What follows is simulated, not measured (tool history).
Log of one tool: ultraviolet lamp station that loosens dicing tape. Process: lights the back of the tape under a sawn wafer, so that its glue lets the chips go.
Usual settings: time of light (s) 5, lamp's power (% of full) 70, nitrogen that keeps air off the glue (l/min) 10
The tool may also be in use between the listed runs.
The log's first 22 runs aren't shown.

run	hour	time of light (s)	lamp's power (% of full)	nitrogen that keeps air off the glue (l/min)	hours of work of the lamp	hours of work since the window was cleaned	force that peels the tape off (N)	light that reached the tape (J/m2)
23	284.6	5	70	14	274	147	0.197	3370
24	294.0	5	70	14	282	154	0.207	3390
25	303.6	4	67	7	289	161	0.773	2560
26	316.3	5	70	11	299	171	0.257	3320
27	329.6	5	70	11	309	181	0.276	3310
28	343.4	3	87	9	319	192	0.684	2470
29	352.7	3	87	9	327	199	0.724	2400
30	365.4	3	87	9	336	209	0.704	2450
31	377.2	2	79	9	345	218	1.669	1440
32	385.2	2	89	8	351	224	1.558	1640
33	393.4	5	62	6	358	230	0.729	2880
34	409.5	5	67	5	370	243	0.757	3020
35	419.4	3	65	10	378	250	1.236	1750
36	435.4	3	65	10	390	262	1.208	1740
37	448.8	3	65	10	400	273	1.235	1750
38	463.7	3	65	10	412	284	1.289	1700
39	471.9	4	79	10	418	290	0.470	2790
# hour 478.8: window cleaned of glue's vapour
40	483.2	5	86	10	426	3	0.123	4420
41	495.2	5	70	14	436	13	0.171	3510
42	509.8	4	85	14	447	24	0.182	3360

Forecast each of these 3 alternatives for the next run:
A	518.7	4	70	14	454	31	?	?
B	518.7	9	66	7	454	31	?	?
C	518.7	3	73	16	454	31	?	?

run	force that peels the tape off (N)	light that reached the tape (J/m2)
A	0.323	2810
B	0.085	5950
C	0.580	2240
Without the tool's hidden state the same runs would have given:
run	force that peels the tape off (N)	light that reached the tape (J/m2)
A	0.255	3060
B	0.070	6480
C	0.471	2440
